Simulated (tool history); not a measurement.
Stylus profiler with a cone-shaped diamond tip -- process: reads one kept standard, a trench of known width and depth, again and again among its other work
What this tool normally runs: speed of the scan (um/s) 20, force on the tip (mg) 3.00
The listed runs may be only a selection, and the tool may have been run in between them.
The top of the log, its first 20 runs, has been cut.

| run | hour | speed of the scan (um/s) | force on the tip (mg) | scans with this tip | hours of work since the height scale was calibrated | depth of the trench (angstrom) | width of the trench's floor (nm) |
|---|---|---|---|---|---|---|---|
| 21 | 1820.0 | 20 | 5.72 | 11086 | 795 | 2037.1 | 95640 |
| 22 | 1880.3 | 20 | 5.72 | 11493 | 824 | 2036.7 | 95570 |
| 23 | 2002.4 | 22 | 3.00 | 12320 | 884 | 2023.1 | 95490 |
| 24 | 2076.7 | 10 | 2.93 | 12823 | 920 | 2022.3 | 95470 |
|  | 2153.8 | new tip fitted, height scale calibrated |
| 25 | 2182.2 | 25 | 2.28 | 192 | 14 | 2022.6 | 97070 |
| 26 | 2248.8 | 15 | 3.21 | 643 | 46 | 2027.4 | 97040 |
| 27 | 2370.4 | 47 | 2.57 | 1465 | 105 | 2023.9 | 96760 |
| 28 | 2470.1 | 20 | 1.22 | 2140 | 154 | 2014.9 | 96670 |
| 29 | 2590.7 | 41 | 2.15 | 2956 | 212 | 2021.0 | 96500 |
| 30 | 2678.6 | 5 | 1.48 | 3551 | 255 | 2016.0 | 96600 |
| 31 | 2779.8 | 7 | 1.48 | 4236 | 304 | 2015.5 | 96560 |
| 32 | 2852.1 | 11 | 3.00 | 4725 | 339 | 2025.6 | 96480 |
| 33 | 2928.2 | 26 | 3.00 | 5240 | 376 | 2026.0 | 96310 |
| 34 | 3037.6 | 46 | 3.85 | 5980 | 429 | 2031.1 | 96080 |
| 35 | 3124.4 | 46 | 3.85 | 6568 | 471 | 2030.4 | 96030 |
| 36 | 3214.8 | 29 | 1.04 | 7180 | 515 | 2011.8 | 95930 |
| 37 | 3271.0 | 29 | 1.04 | 7560 | 542 | 2011.1 | 95830 |
| 38 | 3336.7 | 29 | 1.04 | 8004 | 574 | 2011.9 | 95810 |
| 39 | 3410.5 | 29 | 1.04 | 8504 | 610 | 2011.1 | 95730 |
| 40 | 3500.3 | 29 | 1.04 | 9111 | 654 | 2011.9 | 95660 |
| 41 | 3607.0 | 22 | 1.04 | 9833 | 705 | 2010.8 | 95640 |
| 42 | 3685.7 | 12 | 3.00 | 10366 | 744 | 2024.3 | 95720 |
| 43 | 3807.0 | 12 | 1.53 | 11187 | 803 | 2014.6 | 95620 |
| 44 | 3887.2 | 12 | 1.53 | 11730 | 841 | 2014.1 | 95650 |
| 45 | 3990.2 | 23 | 6.67 | 12427 | 891 | 2042.5 | 95530 |

Branching from run 45: 3 alternative next runs. What would each branch give?
| A | 4083.3 | 7 | 6.03 | 13056 | 937 | ? | ? |
| B | 4083.3 | 17 | 7.61 | 13056 | 937 | ? | ? |
| C | 4083.3 | 42 | 3.78 | 13056 | 937 | ? | ? |

| run | depth of the trench (angstrom) | width of the trench's floor (nm) |
|---|---|---|
| A | 2039.4 | 95510 |
| B | 2046.5 | 95480 |
| C | 2027.7 | 95270 |
Had the tool no hidden state, the same runs would have come out as:
| run | depth of the trench (angstrom) | width of the trench's floor (nm) |
|---|---|---|
| A | 2042.1 | 97190 |
| B | 2049.1 | 97160 |
| C | 2030.3 | 96950 |

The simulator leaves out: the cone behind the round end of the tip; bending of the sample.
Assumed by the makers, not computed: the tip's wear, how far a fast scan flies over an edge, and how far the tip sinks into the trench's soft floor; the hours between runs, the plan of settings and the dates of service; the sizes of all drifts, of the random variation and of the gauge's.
